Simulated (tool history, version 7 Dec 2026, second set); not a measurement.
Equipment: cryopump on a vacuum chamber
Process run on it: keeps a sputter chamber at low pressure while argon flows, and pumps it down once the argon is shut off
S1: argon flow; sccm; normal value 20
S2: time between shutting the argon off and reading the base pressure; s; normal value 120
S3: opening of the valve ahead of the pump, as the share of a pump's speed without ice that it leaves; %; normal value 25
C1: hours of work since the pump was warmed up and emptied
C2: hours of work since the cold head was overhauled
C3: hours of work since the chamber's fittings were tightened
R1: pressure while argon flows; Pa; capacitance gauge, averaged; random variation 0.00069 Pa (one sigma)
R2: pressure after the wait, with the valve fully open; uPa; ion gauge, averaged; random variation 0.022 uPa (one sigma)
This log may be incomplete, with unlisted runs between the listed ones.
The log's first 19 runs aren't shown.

run	hour	S1	S2	S3	C1	C2	C3	R1	R2
20	228.6	40	24	25	587	587	331	0.2508	2.91
21	241.7	40	24	25	596	596	339	0.2521	2.91
22	250.3	40	37	25	601	601	344	0.2531	2.31
23	265.4	18	39	55	611	611	354	0.0553	2.26
24	278.8	18	39	55	619	619	362	0.0558	2.34
25	288.8	18	39	55	625	625	369	0.0553	2.26
26	299.7	18	39	55	632	632	375	0.0559	2.36
27	310.6	11	39	55	639	639	382	0.0344	2.28
28	327.5	30	163	38	650	650	393	0.1296	1.53
29	335	8	163	38	654	654	398	0.0345	1.59
30	343.8	8	163	38	660	660	403	0.0348	1.59
31	354.9	8	163	38	667	667	410	0.0331	1.55
32	366.6	8	163	38	674	674	418	0.0348	1.58
33	380.7	11	175	24	683	683	427	0.0716	1.64
# hour 386.7: pump warmed up, emptied and cooled again
34	401.8	31	71	24	9	693	437	0.191	1.72

Here are 4 independent what-if runs from the current tool condition. What would each one return?
A	409.3	12	120	25	14	698	441	?	?
B	409.3	16	71	24	14	698	441	?	?
C	409.3	20	120	58	14	698	441	?	?
D	409.3	36	92	41	14	698	441	?	?

run	R1	R2
A	0.071	1.41
B	0.0971	1.64
C	0.051	1.42
D	0.1293	1.55
With the hidden condition removed and each run's random variation left untouched, the same runs would have given:
run	R1	R2
A	0.0707	0.59
B	0.0967	0.83
C	0.0504	0.6
D	0.1284	0.72
